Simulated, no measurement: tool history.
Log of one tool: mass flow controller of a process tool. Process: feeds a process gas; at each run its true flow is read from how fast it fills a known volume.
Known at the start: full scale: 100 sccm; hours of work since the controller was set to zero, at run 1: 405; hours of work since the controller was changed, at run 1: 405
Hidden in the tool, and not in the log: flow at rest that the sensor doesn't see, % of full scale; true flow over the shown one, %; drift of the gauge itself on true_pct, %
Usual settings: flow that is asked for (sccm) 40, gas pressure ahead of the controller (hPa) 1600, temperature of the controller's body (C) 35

run      day  flow that is asked for (sccm)  gas pressure ahead of the controller (hPa)  temperature of the controller's body (C)  hours of work since the controller was set to zero  hours of work since the controller was changed  true flow (%)
  1    0.000                             40                                        1600                                        35                                                 405                                             405          99.91
  2    3.721                             40                                        1500                                        35                                                 465                                             465         100.10
  3    6.221                             40                                        1500                                        35                                                 506                                             506         100.13
  4    9.129                             40                                        1500                                        35                                                 554                                             554         100.19
  5   11.242                             40                                        1600                                        38                                                 588                                             588          99.97
  6   13.917                             40                                        1600                                        38                                                 632                                             632         100.02
  7   17.462                             40                                        1600                                        35                                                 689                                             689         100.30
  8   20.342                             40                                        1600                                        35                                                 736                                             736         100.29
  9   24.404                             71                                        1600                                        35                                                 803                                             803         100.18
 10   28.446                             71                                        1600                                        35                                                 869                                             869         100.24
 11   32.183                             40                                        2030                                        35                                                 930                                             930         100.38
 12   34.417                             40                                        1600                                        35                                                 966                                             966         100.52
 13   36.696                             40                                        1600                                        28                                                1003                                            1003         100.77
 14   40.467                             40                                        1600                                        28                                                1065                                            1065         100.88
 15   42.542                             40                                        1600                                        28                                                1099                                            1099         100.90
 16   44.517                             40                                        1600                                        28                                                1131                                            1131         100.89
 17   48.654                             40                                        1600                                        28                                                1198                                            1198         100.91
 18   52.017                             40                                        1600                                        28                                                1253                                            1253         101.05
 19   55.379                             40                                        2630                                        35                                                1308                                            1308         100.49
 20   58.125                             25                                        2630                                        35                                                1353                                            1353         101.08
 21   61.121                             40                                        1600                                        35                                                1402                                            1402         101.01
 22   64.754                             40                                        1600                                        35                                                1461                                            1461         101.05
 23   68.562                             40                                        1600                                        35                                                1523                                            1523         101.21
      68.958  -- controller's zero set anew
 24   72.100                             40                                        1600                                        35                                                  51                                            1580         101.42
 25   74.042                             40                                        2730                                        29                                                  83                                            1612         101.31
 26   76.162                             40                                        1690                                        39                                                 118                                            1647         101.28
 27   78.983                             15                                        1490                                        25                                                 164                                            1693         103.94
 28   81.996                             47                                        2340                                        35                                                 213                                            1742         101.19
 29   84.333                             70                                        2370                                        36                                                 251                                            1780         100.78
      87.033  -- controller's zero set anew, once more
 30   87.071                             40                                        1410                                        35                                                   1                                            1824         100.30
 31   89.492                             40                                        2060                                        35                                                  40                                            1864         100.23
 32   92.292                             24                                        2170                                        35                                                  86                                            1909         100.13
 33   94.246                             24                                        1650                                        38                                                 118                                            1941         100.31
 34   97.608                             24                                        1650                                        38                                                 172                                            1996         100.29
 35  101.350                             24                                        1650                                        38                                                 233                                            2057         100.45
 36  103.971                             24                                        1640                                        28                                                 276                                            2100         100.87
 37  106.088                             48                                        1690                                        36                                                 311                                            2134         100.48
 38  110.275                             40                                        1600                                        34                                                 379                                            2203         100.52
 39  113.700                             40                                        1600                                        34                                                 435                                            2258         100.81
 40  116.583                             40                                        1410                                        28                                                 482                                            2305         101.02
 41  119.646                             40                                        1810                                        35                                                 532                                            2355         100.83
 42  122.479                             40                                        1810                                        35                                                 578                                            2402         100.73
 43  126.500                             40                                        1810                                        35                                                 644                                            2467         100.80
 44  129.058                             40                                        1810                                        35                                                 685                                            2509         100.87
 45  131.796                             10                                        2580                                        23                                                 730                                            2554         101.97
 46  136.012                             10                                        2580                                        23                                                 799                                            2622         102.19
 47  138.217                             71                                        1430                                        29                                                 835                                            2658         101.35

Forecast each of these 5 alternatives for the next run:
  A  141.154                             40                                        1740                                        22                                                 883                                            2706              ?
  B  141.154                             71                                        1780                                        27                                                 883                                            2706              ?
  C  141.154                             40                                        1600                                        23                                                 883                                            2706              ?
  D  141.154                             28                                        2530                                        35                                                 883                                            2706              ?
  E  141.154                             96                                        2630                                        26                                                 883                                            2706              ?

run  true flow (%)
  A         101.70
  B         101.36
  C         101.64
  D         100.91
  E         101.18
Without the tool's hidden state the same runs would have given:
run  true flow (%)
  A         100.08
  B          99.92
  C         100.02
  D          99.11
  E          99.80
